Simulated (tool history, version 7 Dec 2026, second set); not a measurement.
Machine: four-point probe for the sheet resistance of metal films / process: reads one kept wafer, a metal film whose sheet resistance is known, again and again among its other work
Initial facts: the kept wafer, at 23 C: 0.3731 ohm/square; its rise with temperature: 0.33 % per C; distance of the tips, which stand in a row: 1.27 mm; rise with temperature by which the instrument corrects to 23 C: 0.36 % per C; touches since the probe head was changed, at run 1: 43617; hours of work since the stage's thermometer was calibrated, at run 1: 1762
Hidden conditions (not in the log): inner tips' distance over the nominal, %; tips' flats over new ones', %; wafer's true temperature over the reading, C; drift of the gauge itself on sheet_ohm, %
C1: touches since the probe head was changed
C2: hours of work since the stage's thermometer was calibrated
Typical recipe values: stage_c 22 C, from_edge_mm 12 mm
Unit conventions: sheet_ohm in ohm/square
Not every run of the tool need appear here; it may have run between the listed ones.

run 1 hour=0.0 | stage_c=22 from_edge_mm=12 | C1=43617 C2=1762 | sheet_ohm=0.377989
run 2 hour=104.5 | stage_c=22 from_edge_mm=17 | C1=45789 C2=1816 | sheet_ohm=0.376850
-- hour=186.7 stage's thermometer calibrated
run 3 hour=191.6 | stage_c=22 from_edge_mm=17 | C1=47591 C2=3 | sheet_ohm=0.376983
run 4 hour=298.8 | stage_c=29 from_edge_mm=12 | C1=49818 C2=58 | sheet_ohm=0.377536
run 5 hour=410.0 | stage_c=22 from_edge_mm=30 | C1=52129 C2=115 | sheet_ohm=0.376480
run 6 hour=481.5 | stage_c=22 from_edge_mm=30 | C1=53615 C2=152 | sheet_ohm=0.376502
run 7 hour=601.1 | stage_c=30 from_edge_mm=30 | C1=56102 C2=214 | sheet_ohm=0.375702
run 8 hour=714.6 | stage_c=30 from_edge_mm=30 | C1=58461 C2=273 | sheet_ohm=0.375806
run 9 hour=798.9 | stage_c=22 from_edge_mm=46 | C1=60214 C2=317 | sheet_ohm=0.376464
run 10 hour=889.2 | stage_c=22 from_edge_mm=33 | C1=62091 C2=363 | sheet_ohm=0.376670
-- hour=895.5 stage's thermometer calibrated, once more
run 11 hour=986.6 | stage_c=22 from_edge_mm=33 | C1=64104 C2=47 | sheet_ohm=0.376190
run 12 hour=1111.4 | stage_c=22 from_edge_mm=33 | C1=66700 C2=112 | sheet_ohm=0.376390
run 13 hour=1242.6 | stage_c=22 from_edge_mm=33 | C1=69427 C2=180 | sheet_ohm=0.376510
run 14 hour=1362.9 | stage_c=22 from_edge_mm=33 | C1=71928 C2=242 | sheet_ohm=0.376459
run 15 hour=1479.0 | stage_c=21 from_edge_mm=12 | C1=74341 C2=302 | sheet_ohm=0.378719
run 16 hour=1538.0 | stage_c=22 from_edge_mm=12 | C1=75566 C2=332 | sheet_ohm=0.378511
run 17 hour=1647.3 | stage_c=22 from_edge_mm=12 | C1=77839 C2=389 | sheet_ohm=0.378657
run 18 hour=1723.7 | stage_c=29 from_edge_mm=12 | C1=79426 C2=428 | sheet_ohm=0.377986
run 19 hour=1859.4 | stage_c=29 from_edge_mm=12 | C1=82247 C2=499 | sheet_ohm=0.378075
run 20 hour=1923.3 | stage_c=29 from_edge_mm=12 | C1=83577 C2=532 | sheet_ohm=0.378019
run 21 hour=2034.9 | stage_c=29 from_edge_mm=12 | C1=85896 C2=589 | sheet_ohm=0.378226
run 22 hour=2125.6 | stage_c=21 from_edge_mm=12 | C1=87781 C2=636 | sheet_ohm=0.379173
run 23 hour=2226.1 | stage_c=25 from_edge_mm=12 | C1=89871 C2=688 | sheet_ohm=0.378723
run 24 hour=2331.7 | stage_c=19 from_edge_mm=12 | C1=92067 C2=743 | sheet_ohm=0.379611
run 25 hour=2404.2 | stage_c=20 from_edge_mm=12 | C1=93573 C2=780 | sheet_ohm=0.379378
run 26 hour=2462.4 | stage_c=31 from_edge_mm=36 | C1=94782 C2=810 | sheet_ohm=0.376163
run 27 hour=2576.2 | stage_c=19 from_edge_mm=17 | C1=97147 C2=869 | sheet_ohm=0.378493
run 28 hour=2693.9 | stage_c=22 from_edge_mm=66 | C1=99594 C2=930 | sheet_ohm=0.377227
run 29 hour=2768.9 | stage_c=22 from_edge_mm=66 | C1=101154 C2=969 | sheet_ohm=0.377382
run 30 hour=2835.6 | stage_c=22 from_edge_mm=66 | C1=102540 C2=1004 | sheet_ohm=0.377249
run 31 hour=2936.6 | stage_c=34 from_edge_mm=33 | C1=104639 C2=1056 | sheet_ohm=0.376416
run 32 hour=3053.8 | stage_c=25 from_edge_mm=21 | C1=107075 C2=1116 | sheet_ohm=0.377724
run 33 hour=3136.4 | stage_c=25 from_edge_mm=21 | C1=108794 C2=1159 | sheet_ohm=0.377947
run 34 hour=3193.1 | stage_c=25 from_edge_mm=21 | C1=109971 C2=1188 | sheet_ohm=0.377781
run 35 hour=3283.2 | stage_c=33 from_edge_mm=20 | C1=111845 C2=1235 | sheet_ohm=0.377184
run 36 hour=3380.2 | stage_c=21 from_edge_mm=74 | C1=113860 C2=1285 | sheet_ohm=0.377807
run 37 hour=3488.2 | stage_c=21 from_edge_mm=12 | C1=116105 C2=1341 | sheet_ohm=0.380092
run 38 hour=3610.3 | stage_c=34 from_edge_mm=12 | C1=118643 C2=1404 | sheet_ohm=0.378684
run 39 hour=3749.0 | stage_c=26 from_edge_mm=44 | C1=121528 C2=1476 | sheet_ohm=0.377475
run 40 hour=3841.8 | stage_c=19 from_edge_mm=17 | C1=123456 C2=1524 | sheet_ohm=0.379312
run 41 hour=3968.0 | stage_c=19 from_edge_mm=17 | C1=126080 C2=1589 | sheet_ohm=0.379562
run 42 hour=4066.5 | stage_c=19 from_edge_mm=17 | C1=128127 C2=1640 | sheet_ohm=0.379301
run 43 hour=4162.0 | stage_c=21 from_edge_mm=17 | C1=130111 C2=1690 | sheet_ohm=0.379386
run 44 hour=4233.2 | stage_c=22 from_edge_mm=12 | C1=131591 C2=1726 | sheet_ohm=0.380471

Here are 3 independent what-if runs from the current tool condition. What would each one return?
run A hour=4359.5 | stage_c=22 from_edge_mm=17 | C1=134218 C2=1792 | sheet_ohm=?
run B hour=4359.5 | stage_c=19 from_edge_mm=7 | C1=134218 C2=1792 | sheet_ohm=?
run C hour=4359.5 | stage_c=32 from_edge_mm=39 | C1=134218 C2=1792 | sheet_ohm=?

run=A sheet_ohm=0.379362
run=B sheet_ohm=0.385258
run=C sheet_ohm=0.377378
With the hidden condition removed and each run's random variation left untouched, the same runs would have given:
run=A sheet_ohm=0.374283
run=B sheet_ohm=0.380102
run=C sheet_ohm=0.372333
